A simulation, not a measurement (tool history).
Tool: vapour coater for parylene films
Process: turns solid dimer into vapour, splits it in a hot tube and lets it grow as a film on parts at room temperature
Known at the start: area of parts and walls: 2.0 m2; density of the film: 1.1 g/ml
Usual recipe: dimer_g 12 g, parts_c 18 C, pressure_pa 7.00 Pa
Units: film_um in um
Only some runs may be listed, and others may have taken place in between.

run 1 hour=0.0 | dimer_g=12 parts_c=18 pressure_pa=7.00 | film_um=2.97
run 2 hour=62.5 | dimer_g=12 parts_c=18 pressure_pa=7.00 | film_um=3.01
run 3 hour=104.1 | dimer_g=12 parts_c=18 pressure_pa=7.00 | film_um=2.96
run 4 hour=154.9 | dimer_g=12 parts_c=18 pressure_pa=4.01 | film_um=3.19
run 5 hour=210.0 | dimer_g=12 parts_c=18 pressure_pa=7.00 | film_um=3.01
run 6 hour=274.4 | dimer_g=12 parts_c=28 pressure_pa=7.00 | film_um=2.35
-- hour=312.1 trap's valve overhauled
run 7 hour=342.1 | dimer_g=12 parts_c=28 pressure_pa=7.00 | film_um=2.42
run 8 hour=397.2 | dimer_g=12 parts_c=28 pressure_pa=7.00 | film_um=2.33
run 9 hour=461.2 | dimer_g=12 parts_c=18 pressure_pa=7.00 | film_um=2.98
run 10 hour=487.1 | dimer_g=12 parts_c=18 pressure_pa=7.00 | film_um=3.01
run 11 hour=542.4 | dimer_g=12 parts_c=18 pressure_pa=7.00 | film_um=2.98
run 12 hour=583.3 | dimer_g=12 parts_c=18 pressure_pa=7.00 | film_um=3.04
run 13 hour=647.2 | dimer_g=12 parts_c=21 pressure_pa=7.00 | film_um=2.80
run 14 hour=710.7 | dimer_g=12 parts_c=21 pressure_pa=7.00 | film_um=2.76
run 15 hour=767.7 | dimer_g=12 parts_c=26 pressure_pa=7.00 | film_um=2.46
run 16 hour=812.6 | dimer_g=18 parts_c=26 pressure_pa=7.00 | film_um=3.69
run 17 hour=873.7 | dimer_g=12 parts_c=28 pressure_pa=4.64 | film_um=2.51
run 18 hour=938.2 | dimer_g=15 parts_c=25 pressure_pa=6.91 | film_um=3.15
run 19 hour=988.1 | dimer_g=7 parts_c=18 pressure_pa=7.00 | film_um=1.72
run 20 hour=1022.4 | dimer_g=7 parts_c=18 pressure_pa=7.00 | film_um=1.72
run 21 hour=1075.0 | dimer_g=7 parts_c=18 pressure_pa=7.00 | film_um=1.74
-- hour=1100.3 trap's valve overhauled
run 22 hour=1143.3 | dimer_g=18 parts_c=13 pressure_pa=7.00 | film_um=5.04

Predict the results of run 23:
run 23 hour=1182.7 | dimer_g=7 parts_c=18 pressure_pa=7.00 | film_um=?

{"run 23": {"film_um": 1.75}}
Take away the tool's hidden state, keep the run-to-run variation as it was, and the same run would have given film_um 1.75 um.
